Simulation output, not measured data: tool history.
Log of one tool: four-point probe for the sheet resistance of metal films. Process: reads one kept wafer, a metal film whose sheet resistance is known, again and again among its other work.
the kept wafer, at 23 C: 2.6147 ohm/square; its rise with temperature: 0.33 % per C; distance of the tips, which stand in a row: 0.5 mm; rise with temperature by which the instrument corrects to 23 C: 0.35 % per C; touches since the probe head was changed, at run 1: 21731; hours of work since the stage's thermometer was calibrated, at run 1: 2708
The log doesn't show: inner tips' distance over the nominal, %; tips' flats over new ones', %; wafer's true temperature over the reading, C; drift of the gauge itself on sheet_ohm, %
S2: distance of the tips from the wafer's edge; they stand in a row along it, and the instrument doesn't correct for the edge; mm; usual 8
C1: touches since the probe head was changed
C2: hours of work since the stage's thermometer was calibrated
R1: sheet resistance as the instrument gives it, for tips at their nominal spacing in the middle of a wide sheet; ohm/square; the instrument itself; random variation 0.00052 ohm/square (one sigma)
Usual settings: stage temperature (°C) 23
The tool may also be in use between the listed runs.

{"run": 1, "hour": 0.0, "stage temperature (°C)": 23, "S2": 8, "C1": 21731, "C2": 2708, "R1": 2.598336}
{"run": 2, "hour": 57.8, "stage temperature (°C)": 23, "S2": 8, "C1": 22324, "C2": 2738, "R1": 2.598793}
{"run": 3, "hour": 123.4, "stage temperature (°C)": 23, "S2": 8, "C1": 22997, "C2": 2771, "R1": 2.599335}
{"run": 4, "hour": 165.2, "stage temperature (°C)": 30, "S2": 8, "C1": 23426, "C2": 2793, "R1": 2.59617}
{"run": 5, "hour": 209.9, "stage temperature (°C)": 33, "S2": 8, "C1": 23885, "C2": 2815, "R1": 2.595018}
{"run": 6, "hour": 264.0, "stage temperature (°C)": 33, "S2": 8, "C1": 24439, "C2": 2843, "R1": 2.595299}
{"run": 7, "hour": 308.7, "stage temperature (°C)": 33, "S2": 8, "C1": 24899, "C2": 2866, "R1": 2.594704}
{"run": 8, "hour": 371.5, "stage temperature (°C)": 33, "S2": 8, "C1": 25543, "C2": 2898, "R1": 2.594908}
{"run": 9, "hour": 405.4, "stage temperature (°C)": 33, "S2": 8, "C1": 25890, "C2": 2915, "R1": 2.595853}
{"run": 10, "hour": 440.6, "stage temperature (°C)": 33, "S2": 8, "C1": 26252, "C2": 2933, "R1": 2.595268}
{"hour": 447.0, "done": "stage's thermometer calibrated"}
{"run": 11, "hour": 483.6, "stage temperature (°C)": 33, "S2": 8, "C1": 26688, "C2": 19, "R1": 2.60564}
{"run": 12, "hour": 537.2, "stage temperature (°C)": 32, "S2": 8, "C1": 27238, "C2": 46, "R1": 2.606022}
{"run": 13, "hour": 589.1, "stage temperature (°C)": 32, "S2": 8, "C1": 27771, "C2": 72, "R1": 2.605173}
{"run": 14, "hour": 639.7, "stage temperature (°C)": 32, "S2": 8, "C1": 28290, "C2": 98, "R1": 2.605979}
{"run": 15, "hour": 700.4, "stage temperature (°C)": 32, "S2": 8, "C1": 28913, "C2": 129, "R1": 2.606205}
{"run": 16, "hour": 736.3, "stage temperature (°C)": 32, "S2": 8, "C1": 29282, "C2": 147, "R1": 2.605368}
{"run": 17, "hour": 788.8, "stage temperature (°C)": 32, "S2": 8, "C1": 29820, "C2": 174, "R1": 2.605467}
{"run": 18, "hour": 824.3, "stage temperature (°C)": 28, "S2": 8, "C1": 30184, "C2": 192, "R1": 2.60795}
{"run": 19, "hour": 865.1, "stage temperature (°C)": 21, "S2": 38, "C1": 30602, "C2": 213, "R1": 2.604417}
{"run": 20, "hour": 899.4, "stage temperature (°C)": 21, "S2": 38, "C1": 30955, "C2": 230, "R1": 2.604602}
{"run": 21, "hour": 958.4, "stage temperature (°C)": 29, "S2": 4, "C1": 31560, "C2": 260, "R1": 2.623328}
{"run": 22, "hour": 1006.2, "stage temperature (°C)": 25, "S2": 59, "C1": 32050, "C2": 285, "R1": 2.602985}
{"run": 23, "hour": 1042.7, "stage temperature (°C)": 35, "S2": 11, "C1": 32425, "C2": 303, "R1": 2.601803}
{"run": 24, "hour": 1087.2, "stage temperature (°C)": 35, "S2": 8, "C1": 32882, "C2": 326, "R1": 2.604171}
{"run": 25, "hour": 1125.6, "stage temperature (°C)": 22, "S2": 3, "C1": 33276, "C2": 345, "R1": 2.642628}
{"run": 26, "hour": 1172.2, "stage temperature (°C)": 19, "S2": 8, "C1": 33754, "C2": 369, "R1": 2.610466}
{"run": 27, "hour": 1210.5, "stage temperature (°C)": 33, "S2": 4, "C1": 34147, "C2": 389, "R1": 2.620773}
{"run": 28, "hour": 1250.2, "stage temperature (°C)": 28, "S2": 41, "C1": 34555, "C2": 409, "R1": 2.602757}
{"run": 29, "hour": 1279.9, "stage temperature (°C)": 28, "S2": 41, "C1": 34859, "C2": 424, "R1": 2.602163}
{"run": 30, "hour": 1329.0, "stage temperature (°C)": 19, "S2": 8, "C1": 35363, "C2": 449, "R1": 2.609721}
{"run": 31, "hour": 1365.3, "stage temperature (°C)": 19, "S2": 8, "C1": 35736, "C2": 468, "R1": 2.611111}
{"run": 32, "hour": 1409.6, "stage temperature (°C)": 19, "S2": 8, "C1": 36190, "C2": 490, "R1": 2.61087}
{"run": 33, "hour": 1454.8, "stage temperature (°C)": 19, "S2": 8, "C1": 36654, "C2": 513, "R1": 2.610754}
{"run": 34, "hour": 1498.4, "stage temperature (°C)": 20, "S2": 21, "C1": 37101, "C2": 535, "R1": 2.606897}
{"run": 35, "hour": 1539.8, "stage temperature (°C)": 27, "S2": 3, "C1": 37526, "C2": 556, "R1": 2.640645}
{"run": 36, "hour": 1605.4, "stage temperature (°C)": 20, "S2": 7, "C1": 38199, "C2": 590, "R1": 2.612621}

Hidden state at the last listed run before each entry between runs and at the first one after, where it differs:
Between runs 10 and 11: stage's thermometer calibrated (hour 447.0)
  inner tips' distance over the nominal, %: -0.409 -> -0.408; tips' flats over new ones', %: 11 -> 12; wafer's true temperature over the reading, C: -1.13 -> 0.09
  measured less the result without the state, R1: -0.020943 -> -0.010757 ohm/square

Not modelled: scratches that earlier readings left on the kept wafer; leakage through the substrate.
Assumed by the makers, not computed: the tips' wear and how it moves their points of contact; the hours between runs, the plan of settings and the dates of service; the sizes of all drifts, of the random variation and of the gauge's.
